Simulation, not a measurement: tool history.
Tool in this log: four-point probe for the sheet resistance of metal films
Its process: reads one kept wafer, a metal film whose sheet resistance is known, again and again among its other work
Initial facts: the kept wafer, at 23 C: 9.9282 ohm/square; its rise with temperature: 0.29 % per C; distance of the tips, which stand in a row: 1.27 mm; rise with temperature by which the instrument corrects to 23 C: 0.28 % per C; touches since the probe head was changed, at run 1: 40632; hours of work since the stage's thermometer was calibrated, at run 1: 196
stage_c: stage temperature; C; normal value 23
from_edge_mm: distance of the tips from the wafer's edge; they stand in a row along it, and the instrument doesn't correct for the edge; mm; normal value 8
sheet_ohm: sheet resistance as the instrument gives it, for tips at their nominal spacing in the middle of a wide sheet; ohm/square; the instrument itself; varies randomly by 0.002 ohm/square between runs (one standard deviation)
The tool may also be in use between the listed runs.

| run | hour | stage_c | from_edge_mm | touches since the probe head was changed | hours of work since the stage's thermometer was calibrated | sheet_ohm |
|---|---|---|---|---|---|---|
| 1 | 0 | 23 | 8 | 40632 | 196 | 10.090608 |
| 2 | 19.5 | 23 | 8 | 41300 | 206 | 10.089185 |
| 3 | 54.1 | 23 | 8 | 42484 | 222 | 10.096656 |
| 4 | 86.9 | 28 | 8 | 43608 | 238 | 10.09554 |
| 5 | 120.1 | 28 | 8 | 44746 | 254 | 10.099749 |
| 6 | 139 | 23 | 17 | 45394 | 263 | 9.996175 |
| 7 | 177.1 | 23 | 17 | 46701 | 281 | 9.99294 |
| 8 | 202.8 | 23 | 17 | 47579 | 293 | 9.997155 |
| 9 | 242.9 | 23 | 17 | 48957 | 312 | 9.993437 |
| 10 | 264.9 | 26 | 17 | 49708 | 323 | 9.996804 |
| 11 | 297.2 | 24 | 17 | 50817 | 338 | 9.996312 |
| 12 | 320.2 | 24 | 17 | 51602 | 349 | 9.998127 |
| 13 | 342.4 | 18 | 8 | 52363 | 360 | 10.099519 |
| 14 | 366.7 | 18 | 8 | 53197 | 371 | 10.099934 |
| 15 | 408.8 | 20 | 8 | 54640 | 391 | 10.102701 |
| 16 | 451.2 | 18 | 44 | 56094 | 412 | 9.972031 |
| 17 | 470.1 | 30 | 54 | 56738 | 420 | 9.975071 |
| 18 | 507.2 | 30 | 28 | 58011 | 438 | 9.985847 |
| 19 | 530.1 | 30 | 28 | 58796 | 449 | 9.987297 |
| 20 | 549.5 | 30 | 28 | 59460 | 458 | 9.988755 |
| 21 | 591.4 | 30 | 28 | 60897 | 478 | 9.98724 |
| 22 | 613 | 30 | 28 | 61637 | 489 | 9.987658 |
| 23 | 648.1 | 21 | 18 | 62840 | 505 | 10.00485 |
| 24 | 683.6 | 20 | 18 | 64055 | 522 | 10.005567 |

How would selected steps in sheet_ohm from run to run divide? Give the signed amount a tool lacking its hidden state would still show from settings, what came in and random variation, and the signed amount left for the hidden state, including any gauge scatter that is not in both of the compared results.
The hidden state here: inner tips' distance over the nominal, %; tips' flats over new ones', %; wafer's true temperature over the reading, C; drift of the gauge itself on sheet_ohm, %.
Run 5 -> 6: stage_c 28 -> 23, from_edge_mm 8 -> 17. sheet_ohm -0.103574 ohm/square: hidden state +0.000229, all else -0.103803.
Run 14 -> 15: stage_c 18 -> 20. sheet_ohm +0.002767 ohm/square: hidden state +0.001318, all else +0.001449.
Run 15 -> 16: stage_c 20 -> 18, from_edge_mm 8 -> 44. sheet_ohm -0.13067 ohm/square: hidden state +0.000739, all else -0.131409.
Run 20 -> 21: no setting changed, nothing entered. sheet_ohm -0.001515 ohm/square: hidden state +0.001168, all else -0.002683.

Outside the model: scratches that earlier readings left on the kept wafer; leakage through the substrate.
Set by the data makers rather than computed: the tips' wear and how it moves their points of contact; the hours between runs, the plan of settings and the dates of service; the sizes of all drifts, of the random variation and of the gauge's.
